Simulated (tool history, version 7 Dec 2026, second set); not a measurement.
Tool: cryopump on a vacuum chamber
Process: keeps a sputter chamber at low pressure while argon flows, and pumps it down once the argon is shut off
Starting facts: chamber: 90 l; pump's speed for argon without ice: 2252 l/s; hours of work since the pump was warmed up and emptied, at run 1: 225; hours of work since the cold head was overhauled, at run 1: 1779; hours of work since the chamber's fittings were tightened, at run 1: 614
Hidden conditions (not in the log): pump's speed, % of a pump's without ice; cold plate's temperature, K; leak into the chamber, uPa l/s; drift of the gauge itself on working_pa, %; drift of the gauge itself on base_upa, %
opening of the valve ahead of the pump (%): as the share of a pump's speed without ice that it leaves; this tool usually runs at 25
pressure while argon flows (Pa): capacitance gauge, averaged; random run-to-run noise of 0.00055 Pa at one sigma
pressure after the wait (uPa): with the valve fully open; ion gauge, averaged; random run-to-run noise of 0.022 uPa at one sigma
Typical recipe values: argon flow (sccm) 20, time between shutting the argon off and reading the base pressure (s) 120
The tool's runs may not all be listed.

run,day,argon flow (sccm),time between shutting the argon off and reading the base pressure (s),opening of the valve ahead of the pump (%),hours of work since the pump was warmed up and emptied,hours of work since the cold head was overhauled,hours of work since the chamber's fittings were tightened,pressure while argon flows (Pa),pressure after the wait (uPa)
1,0.000,20,120,25,225,1779,614,0.0645,1.06
# day 4.458: pump warmed up, emptied and cooled again
2,4.758,20,120,25,6,1873,708,0.0598,1.03
3,7.779,20,120,38,69,1935,770,0.0418,1.11
4,12.467,20,120,38,165,2032,867,0.0422,1.20
5,16.267,20,120,38,244,2111,946,0.0439,1.31
# day 19.971: pump warmed up, emptied and cooled again
6,20.454,20,120,32,10,2193,1028,0.0474,1.18
7,23.400,20,120,32,71,2254,1089,0.0487,1.27
8,28.325,20,120,32,173,2355,1190,0.0503,1.37
9,33.217,20,120,25,274,2457,1292,0.0661,1.62
# day 35.533: pump warmed up, emptied and cooled again
10,37.275,20,120,50,36,2536,1371,0.0317,1.40
11,39.621,20,120,50,84,2585,1420,0.0320,1.46
12,42.462,20,142,25,143,2643,1478,0.0624,1.45
13,46.746,15,220,33,232,2732,1567,0.0378,1.51
# day 50.833: pump warmed up, emptied and cooled again
14,52.250,20,45,35,29,2841,1676,0.0435,2.38
15,56.088,12,49,34,109,2921,1756,0.0272,2.41
16,59.542,20,171,25,180,2992,1827,0.0631,1.62
17,63.762,20,171,25,267,3079,1914,0.0664,1.76

Run 18 has not been measured yet. What should we expect?
# day 66.162: pump warmed up, emptied and cooled again
18,69.238,20,171,25,64,3188,2023,?,?

Logged for run 18: pressure while argon flows (Pa) 0.0612, pressure after the wait (uPa) 1.52.
If the tool had no hidden condition, the same run with the same run-to-run variation would have returned pressure while argon flows (Pa) 0.0598, pressure after the wait (uPa) 0.50.
